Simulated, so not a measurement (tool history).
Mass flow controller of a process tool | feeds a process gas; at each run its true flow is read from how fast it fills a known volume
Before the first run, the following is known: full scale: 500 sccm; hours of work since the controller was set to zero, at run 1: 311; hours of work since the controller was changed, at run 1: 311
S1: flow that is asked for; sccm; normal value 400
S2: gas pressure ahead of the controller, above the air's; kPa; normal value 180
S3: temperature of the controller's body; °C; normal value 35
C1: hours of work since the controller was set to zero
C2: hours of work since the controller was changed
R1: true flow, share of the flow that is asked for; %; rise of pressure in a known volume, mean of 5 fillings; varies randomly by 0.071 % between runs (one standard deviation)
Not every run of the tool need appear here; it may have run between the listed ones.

run 1 hour=0.0 | S1=400 S2=180 S3=35 | C1=311 C2=311 | R1=100.79
run 2 hour=96.8 | S1=400 S2=204 S3=35 | C1=346 C2=346 | R1=100.59
run 3 hour=180.2 | S1=400 S2=204 S3=35 | C1=377 C2=377 | R1=101.01
run 4 hour=268.2 | S1=400 S2=204 S3=35 | C1=410 C2=410 | R1=100.77
run 5 hour=338.4 | S1=400 S2=180 S3=28 | C1=436 C2=436 | R1=100.43
run 6 hour=426.4 | S1=400 S2=180 S3=28 | C1=469 C2=469 | R1=100.54
run 7 hour=488.3 | S1=400 S2=180 S3=28 | C1=492 C2=492 | R1=100.59
run 8 hour=589.1 | S1=400 S2=148 S3=35 | C1=529 C2=529 | R1=101.57
run 9 hour=640.1 | S1=400 S2=180 S3=35 | C1=548 C2=548 | R1=101.59
run 10 hour=734.4 | S1=400 S2=180 S3=35 | C1=583 C2=583 | R1=101.63
run 11 hour=834.4 | S1=400 S2=272 S3=35 | C1=620 C2=620 | R1=101.16
run 12 hour=921.6 | S1=400 S2=272 S3=35 | C1=653 C2=653 | R1=101.23
run 13 hour=990.1 | S1=400 S2=222 S3=35 | C1=678 C2=678 | R1=101.74
run 14 hour=1059.3 | S1=400 S2=222 S3=35 | C1=704 C2=704 | R1=101.70
run 15 hour=1143.0 | S1=400 S2=222 S3=35 | C1=735 C2=735 | R1=101.82
run 16 hour=1224.6 | S1=143 S2=256 S3=30 | C1=765 C2=765 | R1=99.90
run 17 hour=1282.7 | S1=143 S2=256 S3=30 | C1=787 C2=787 | R1=100.17
run 18 hour=1381.0 | S1=143 S2=256 S3=30 | C1=823 C2=823 | R1=100.21
run 19 hour=1482.3 | S1=243 S2=252 S3=30 | C1=861 C2=861 | R1=100.83
run 20 hour=1554.0 | S1=51 S2=176 S3=30 | C1=887 C2=887 | R1=100.34
run 21 hour=1626.0 | S1=62 S2=164 S3=37 | C1=914 C2=914 | R1=101.32
run 22 hour=1691.8 | S1=112 S2=250 S3=33 | C1=938 C2=938 | R1=100.78
run 23 hour=1734.9 | S1=390 S2=250 S3=32 | C1=954 C2=954 | R1=102.02
run 24 hour=1801.0 | S1=312 S2=250 S3=36 | C1=979 C2=979 | R1=102.02
run 25 hour=1888.5 | S1=312 S2=182 S3=36 | C1=1011 C2=1011 | R1=102.59
run 26 hour=1942.2 | S1=400 S2=156 S3=35 | C1=1031 C2=1031 | R1=103.16
run 27 hour=2000.6 | S1=400 S2=156 S3=35 | C1=1053 C2=1053 | R1=103.25
run 28 hour=2062.4 | S1=400 S2=189 S3=35 | C1=1076 C2=1076 | R1=103.28
-- hour=2114.6 gauge calibrated
run 29 hour=2159.0 | S1=400 S2=189 S3=35 | C1=1112 C2=1112 | R1=100.77
run 30 hour=2223.3 | S1=400 S2=189 S3=35 | C1=1136 C2=1136 | R1=100.81

How the hidden state differs across the entries between the runs, from the last listed run before each to the first after it:
After run 28, before run 29: gauge calibrated (hour 2114.6)
  drift of the gauge itself on true_pct, %: 2.41 -> 0.05
  measured less the result without the state, R1: +2.42 -> +0.05 %

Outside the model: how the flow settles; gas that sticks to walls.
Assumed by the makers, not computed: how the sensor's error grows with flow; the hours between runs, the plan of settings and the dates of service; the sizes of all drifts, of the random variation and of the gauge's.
